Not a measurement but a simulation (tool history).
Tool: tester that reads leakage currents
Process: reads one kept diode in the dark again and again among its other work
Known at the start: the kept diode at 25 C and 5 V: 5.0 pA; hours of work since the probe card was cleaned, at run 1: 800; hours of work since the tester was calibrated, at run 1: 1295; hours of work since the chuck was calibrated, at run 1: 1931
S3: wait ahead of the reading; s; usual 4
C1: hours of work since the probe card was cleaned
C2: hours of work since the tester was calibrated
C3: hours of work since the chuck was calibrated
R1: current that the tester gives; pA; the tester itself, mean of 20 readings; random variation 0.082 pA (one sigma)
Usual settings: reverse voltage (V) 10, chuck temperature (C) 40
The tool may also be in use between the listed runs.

Run 1, hour 0: usual settings; C1 800; C2 1295; C3 1931. Result: R1 29.54 pA.
Run 2, hour 29.7: usual settings; C1 820; C2 1315; C3 1951. Result: R1 30.12 pA.
Run 3, hour 53.6: usual settings; C1 837; C2 1331; C3 1967. Result: R1 30.19 pA.
Run 4, hour 98.6: usual settings but S3 2.78 s; C1 867; C2 1362; C3 1998. Result: R1 30.67 pA.
Run 5, hour 147.6: usual settings but chuck temperature (C) 24; C1 901; C2 1395; C3 2031. Result: R1 17.46 pA.
Run 6, hour 176.5: usual settings but S3 1.46 s; C1 920; C2 1415; C3 2051. Result: R1 32.03 pA.
Run 7, hour 206.3: usual settings but reverse voltage (V) 3.2; C1 940; C2 1435; C3 2071. Result: R1 14.13 pA.
Run 8, hour 250.4: usual settings but reverse voltage (V) 3.2; C1 970; C2 1465; C3 2101. Result: R1 14.17 pA.
Run 9, hour 282.5: usual settings but reverse voltage (V) 3.2; C1 992; C2 1487; C3 2123. Result: R1 14.46 pA.
Run 10, hour 307.4: usual settings but reverse voltage (V) 3.2; C1 1009; C2 1504; C3 2140. Result: R1 14.44 pA.
Run 11, hour 351.5: usual settings but reverse voltage (V) 3.2; C1 1039; C2 1534; C3 2170. Result: R1 14.51 pA.
Run 12, hour 373.1: usual settings but S3 3.21 s; C1 1054; C2 1548; C3 2185. Result: R1 32.41 pA.
Run 13, hour 405.1: usual settings but chuck temperature (C) 23, S3 0.98 s; C1 1076; C2 1570; C3 2206. Result: R1 20.72 pA.
Run 14, hour 438: usual settings but chuck temperature (C) 23, S3 0.98 s; C1 1098; C2 1592; C3 2229. Result: R1 21.08 pA.

Forecast run 15:
Run 15, hour 472.9: usual settings but reverse voltage (V) 5.1, chuck temperature (C) 22, S3 0.98 s; C1 1122; C2 1616; C3 2252. Result: R1 ?.

Run 15 gave R1 11.64 pA.
Without the tool's hidden state the same run would have given R1 5.49 pA.
